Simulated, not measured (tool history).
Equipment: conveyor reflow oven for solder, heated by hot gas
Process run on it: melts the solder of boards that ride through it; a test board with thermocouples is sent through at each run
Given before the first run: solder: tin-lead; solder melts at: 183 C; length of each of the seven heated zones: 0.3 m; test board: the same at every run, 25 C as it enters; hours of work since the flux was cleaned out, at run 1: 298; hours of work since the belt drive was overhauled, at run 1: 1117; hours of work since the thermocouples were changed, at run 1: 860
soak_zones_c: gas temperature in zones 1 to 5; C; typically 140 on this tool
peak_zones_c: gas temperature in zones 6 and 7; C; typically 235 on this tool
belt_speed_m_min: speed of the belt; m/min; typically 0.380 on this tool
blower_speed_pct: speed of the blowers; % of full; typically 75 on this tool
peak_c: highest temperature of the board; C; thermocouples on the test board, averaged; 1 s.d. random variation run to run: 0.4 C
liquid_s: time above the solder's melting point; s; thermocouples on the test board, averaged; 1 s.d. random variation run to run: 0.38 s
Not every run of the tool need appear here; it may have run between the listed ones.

run	hour	soak_zones_c	peak_zones_c	belt_speed_m_min	blower_speed_pct	hours of work since the flux was cleaned out	hours of work since the belt drive was overhauled	hours of work since the thermocouples were changed	peak_c	liquid_s
1	0.0	140	235	0.380	75	298	1117	860	222.3	78.1
2	18.3	140	235	0.380	75	313	1132	875	221.2	78.2
3	33.7	140	235	0.316	75	325	1144	887	226.9	98.2
# hour 47.8: belt drive overhauled, speed set with a stopwatch
4	54.4	140	235	0.316	75	338	5	900	226.7	97.1
5	69.4	140	235	0.316	75	350	17	912	225.9	97.2
6	94.8	140	235	0.316	75	370	37	932	225.5	97.6
7	117.9	140	235	0.361	75	389	56	950	222.7	81.8
8	141.1	140	235	0.361	75	407	74	969	222.5	81.7
9	158.2	140	235	0.380	75	421	88	982	221.0	75.8
10	185.3	140	235	0.380	75	442	109	1004	221.1	75.7
11	208.7	140	235	0.353	75	461	128	1022	223.2	83.6
12	226.9	140	229	0.380	75	475	142	1037	215.3	70.6
# hour 251.5: flux residue cleaned out of gas plates and filters
13	255.0	140	229	0.380	75	3	160	1055	219.1	73.9
14	281.6	140	235	0.416	75	24	182	1076	220.7	69.8
15	295.4	140	235	0.380	75	35	192	1087	223.8	78.3
16	317.2	140	235	0.380	75	52	210	1105	223.7	79.1
17	332.9	140	235	0.380	75	65	222	1117	224.1	78.2
18	347.7	140	227	0.300	78	76	234	1129	221.7	100.9
19	369.8	140	227	0.300	78	94	251	1146	222.3	100.3
20	383.9	139	239	0.371	78	105	263	1157	228.4	83.3
21	400.7	139	239	0.371	78	118	276	1171	228.3	83.6
22	417.6	139	239	0.371	78	132	289	1184	228.0	83.2
23	443.5	126	233	0.380	75	152	310	1205	219.3	69.7
24	455.9	140	232	0.380	72	162	320	1215	220.3	76.0
25	478.6	140	232	0.380	72	180	338	1233	218.9	75.1
26	491.7	131	232	0.380	72	190	348	1243	218.1	69.9
27	514.2	148	235	0.435	53	208	366	1261	213.5	61.5
28	529.8	146	235	0.435	68	221	378	1273	218.1	65.1
29	541.5	145	239	0.428	85	230	388	1282	225.9	72.8
30	555.0	145	239	0.428	51	241	398	1293	215.7	63.5

Table of differences, measured result less the result of that run with no hidden state. Run-to-run variation is the same in both. Gauge scatter possibly is not:
Unlogged tool condition in this case: heat that the gas passes to the board, % of a clean oven's; belt's true speed, % of the reading; true gas temperature in zones 6 and 7 over the reading, C; drift of the gauge itself on peak_c, C; drift of the gauge itself on liquid_s, %.
run	peak_c	liquid_s
1	-1.2	-0.3
2	-1.2	-0.4
3	-0.8	+0.2
4	-1.1	-1.2
5	-1.2	-1.2
6	-1.2	-1.3
7	-1.7	-1.7
8	-1.8	-1.8
9	-2.1	-2.0
10	-2.2	-2.2
11	-2.0	-2.0
12	-2.3	-2.8
13	+0.8	+1.0
14	+0.7	+0.7
15	+0.7	+0.8
16	+0.6	+0.7
17	+0.6	+0.7
18	+0.7	+0.9
19	+0.6	+0.8
20	+0.3	+0.6
21	+0.3	+0.5
22	+0.3	+0.4
23	+0.0	+0.1
24	+0.1	+0.2
25	+0.1	+0.2
26	-0.1	-0.1
27	-0.1	+0.0
28	-0.3	-0.1
29	-0.5	+0.0
30	-0.2	+0.0
